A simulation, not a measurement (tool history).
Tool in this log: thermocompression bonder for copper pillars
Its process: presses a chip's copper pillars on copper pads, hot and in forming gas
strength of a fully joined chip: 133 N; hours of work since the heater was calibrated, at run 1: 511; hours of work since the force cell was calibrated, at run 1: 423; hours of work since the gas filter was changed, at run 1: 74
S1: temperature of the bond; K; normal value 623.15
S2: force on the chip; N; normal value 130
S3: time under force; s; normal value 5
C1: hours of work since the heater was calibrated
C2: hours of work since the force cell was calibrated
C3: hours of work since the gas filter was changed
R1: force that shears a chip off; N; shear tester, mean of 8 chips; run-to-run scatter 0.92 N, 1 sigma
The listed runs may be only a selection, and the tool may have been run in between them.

{"run": 1, "day": 0.0, "S1": 623.15, "S2": 130, "S3": 5, "C1": 511, "C2": 423, "C3": 74, "R1": 70.3}
{"run": 2, "day": 1.075, "S1": 623.15, "S2": 185, "S3": 5, "C1": 530, "C2": 442, "C3": 93, "R1": 83.4}
{"run": 3, "day": 1.854, "S1": 640.15, "S2": 185, "S3": 5, "C1": 543, "C2": 456, "C3": 106, "R1": 93.0}
{"run": 4, "day": 2.396, "S1": 640.15, "S2": 84, "S3": 5, "C1": 553, "C2": 466, "C3": 116, "R1": 60.6}
{"day": 2.558, "done": "heater calibrated with a thermocouple chip"}
{"run": 5, "day": 3.308, "S1": 640.15, "S2": 84, "S3": 5, "C1": 13, "C2": 480, "C3": 131, "R1": 61.5}
{"day": 4.246, "done": "forming gas filter changed"}
{"run": 6, "day": 4.308, "S1": 623.15, "S2": 130, "S3": 11, "C1": 31, "C2": 498, "C3": 1, "R1": 95.5}
{"run": 7, "day": 4.804, "S1": 623.15, "S2": 90, "S3": 9, "C1": 39, "C2": 506, "C3": 10, "R1": 72.1}
{"run": 8, "day": 5.667, "S1": 623.15, "S2": 90, "S3": 9, "C1": 55, "C2": 522, "C3": 25, "R1": 71.1}
{"run": 9, "day": 6.808, "S1": 623.15, "S2": 90, "S3": 9, "C1": 75, "C2": 542, "C3": 45, "R1": 70.1}

What will run 10 give?
{"run": 10, "day": 7.446, "S1": 639.15, "S2": 183, "S3": 5, "C1": 86, "C2": 553, "C3": 57, "R1": "?"}

Run 10 gave R1 97.0 N.
With no hidden state in the tool, this same run would have given R1 103.0 N.
